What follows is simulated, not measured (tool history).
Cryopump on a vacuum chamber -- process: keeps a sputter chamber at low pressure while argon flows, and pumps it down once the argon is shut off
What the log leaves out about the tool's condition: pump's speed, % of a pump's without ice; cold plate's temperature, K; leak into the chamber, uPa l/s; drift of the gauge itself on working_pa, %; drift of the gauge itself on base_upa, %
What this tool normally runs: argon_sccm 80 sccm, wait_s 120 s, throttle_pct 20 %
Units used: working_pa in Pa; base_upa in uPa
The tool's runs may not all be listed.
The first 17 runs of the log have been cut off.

| run | hour | argon_sccm | wait_s | throttle_pct | hours of work since the pump was warmed up and emptied | hours of work since the cold head was overhauled | hours of work since the chamber's fittings were tightened | working_pa | base_upa |
|---|---|---|---|---|---|---|---|---|---|
| 18 | 250.7 | 80 | 120 | 20 | 145 | 145 | 2210 | 0.5224 | 3.00 |
| 19 | 271.2 | 80 | 120 | 20 | 155 | 155 | 2220 | 0.5170 | 3.14 |
| 20 | 283.0 | 55 | 120 | 20 | 161 | 161 | 2226 | 0.3581 | 3.10 |
| 21 | 299.6 | 55 | 120 | 20 | 169 | 169 | 2234 | 0.3580 | 3.08 |
| 22 | 311.3 | 80 | 97 | 20 | 175 | 175 | 2240 | 0.5227 | 3.22 |
| 23 | 324.3 | 49 | 172 | 34 | 181 | 181 | 2246 | 0.1908 | 2.92 |
| 24 | 342.4 | 49 | 172 | 34 | 190 | 190 | 2255 | 0.1902 | 3.01 |
| 25 | 360.1 | 112 | 29 | 20 | 199 | 199 | 2263 | 0.7354 | 5.01 |
| 26 | 376.9 | 72 | 32 | 52 | 207 | 207 | 2272 | 0.1878 | 4.73 |
| 27 | 394.3 | 157 | 24 | 52 | 216 | 216 | 2280 | 0.4119 | 5.42 |
| 28 | 406.1 | 79 | 24 | 50 | 221 | 221 | 2286 | 0.2139 | 5.49 |
| 29 | 424.1 | 79 | 24 | 50 | 230 | 230 | 2295 | 0.2152 | 5.75 |
| 30 | 437.7 | 80 | 54 | 20 | 237 | 237 | 2302 | 0.5250 | 3.95 |
| 31 | 454.8 | 41 | 279 | 20 | 245 | 245 | 2310 | 0.2721 | 2.95 |
| 32 | 465.8 | 41 | 130 | 20 | 251 | 251 | 2315 | 0.2676 | 3.23 |
| 33 | 485.1 | 114 | 130 | 17 | 260 | 260 | 2325 | 0.8769 | 3.22 |
| 34 | 501.4 | 47 | 25 | 26 | 268 | 268 | 2333 | 0.2406 | 5.63 |
| 35 | 513.7 | 47 | 25 | 26 | 274 | 274 | 2339 | 0.2403 | 5.51 |

Branching from run 35: 3 alternative next runs. What would each branch give?
| A | 533.5 | 77 | 39 | 26 | 284 | 284 | 2349 | ? | ? |
| B | 533.5 | 89 | 35 | 20 | 284 | 284 | 2349 | ? | ? |
| C | 533.5 | 47 | 92 | 26 | 284 | 284 | 2349 | ? | ? |

| run | working_pa | base_upa |
|---|---|---|
| A | 0.3950 | 4.49 |
| B | 0.5883 | 4.73 |
| C | 0.2418 | 3.50 |
The same runs, with their run-to-run variation unchanged, on a tool lacking any hidden condition would have given:
| run | working_pa | base_upa |
|---|---|---|
| A | 0.3778 | 1.98 |
| B | 0.5684 | 2.18 |
| C | 0.2313 | 0.97 |
